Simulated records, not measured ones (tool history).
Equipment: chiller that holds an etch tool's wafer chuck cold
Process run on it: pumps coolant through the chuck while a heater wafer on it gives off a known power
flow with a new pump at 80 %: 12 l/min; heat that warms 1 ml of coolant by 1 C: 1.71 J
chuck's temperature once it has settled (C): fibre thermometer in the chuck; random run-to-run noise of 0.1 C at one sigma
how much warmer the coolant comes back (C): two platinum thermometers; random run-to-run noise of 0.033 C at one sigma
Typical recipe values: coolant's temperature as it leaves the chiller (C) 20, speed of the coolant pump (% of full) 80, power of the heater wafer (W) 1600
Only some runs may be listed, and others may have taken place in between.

| run | day | coolant's temperature as it leaves the chiller (C) | speed of the coolant pump (% of full) | power of the heater wafer (W) | chuck's temperature once it has settled (C) | how much warmer the coolant comes back (C) |
|---|---|---|---|---|---|---|
| 1 | 0.000 | 20 | 80 | 1600 | 34.6 | 4.86 |
| 2 | 5.162 | 20 | 80 | 1600 | 34.8 | 4.86 |
| 3 | 11.767 | 20 | 80 | 1600 | 34.8 | 4.90 |
| 4 | 18.304 | 20 | 80 | 1600 | 35.1 | 4.82 |
| 5 | 22.312 | 20 | 92 | 1600 | 33.9 | 4.24 |
|  | 29.217 | coolant changed, channels flushed |
| 6 | 31.017 | 20 | 92 | 1600 | 31.1 | 4.28 |
| 7 | 37.996 | 20 | 92 | 1600 | 31.3 | 4.22 |
| 8 | 45.754 | 20 | 80 | 1064 | 28.2 | 3.30 |
| 9 | 51.996 | 20 | 80 | 1064 | 28.3 | 3.29 |
| 10 | 57.354 | 20 | 80 | 1064 | 28.3 | 3.22 |
| 11 | 62.279 | 20 | 80 | 1064 | 28.4 | 3.26 |
| 12 | 70.521 | 20 | 80 | 1064 | 28.4 | 3.32 |
| 13 | 75.046 | 20 | 80 | 1064 | 28.5 | 3.27 |
| 14 | 81.496 | 20 | 80 | 1064 | 28.7 | 3.25 |
| 15 | 90.358 | 11 | 77 | 1415 | 22.7 | 4.56 |
|  | 90.933 | chiller's thermometer calibrated |
| 16 | 95.388 | 12 | 77 | 1180 | 21.9 | 3.77 |
| 17 | 100.617 | 12 | 63 | 2193 | 32.2 | 8.57 |
| 18 | 104.842 | 12 | 63 | 2193 | 32.5 | 8.71 |
| 19 | 113.258 | 12 | 63 | 2193 | 32.7 | 8.72 |
| 20 | 121.600 | 17 | 63 | 2193 | 37.6 | 8.73 |
|  | 125.900 | chiller's thermometer calibrated, once more |
| 21 | 129.788 | 11 | 80 | 1600 | 24.0 | 4.95 |

Below, some changes in chuck's temperature once it has settled (C) between adjacent runs. For each, the amount present without the hidden state too (settings, incoming material, random variation) and the amount remaining for the hidden state with gauge scatter not shared by both compared results:
The tool's hidden condition here consists of: heat passed by the chuck's channels, % of clean ones'; flow at a given pump speed, % of a new pump's; coolant's true temperature over the reading, C; drift of the gauge itself on chuck_c, C; drift of the gauge itself on warmer_back_c, C.
Run 5 -> 6: coolant changed, channels flushed. chuck's temperature once it has settled (C) -2.8: hidden state -2.8, all else +0.0.
Run 16 -> 17: speed of the coolant pump (% of full) 77 -> 63, power of the heater wafer (W) 1180 -> 2193. chuck's temperature once it has settled (C) +10.3: hidden state +0.9, all else +9.4.
Run 20 -> 21: coolant's temperature as it leaves the chiller (C) 17 -> 11, speed of the coolant pump (% of full) 63 -> 80, power of the heater wafer (W) 2193 -> 1600, chiller's thermometer calibrated, once more. chuck's temperature once it has settled (C) -13.6: hidden state -1.0, all else -12.6.
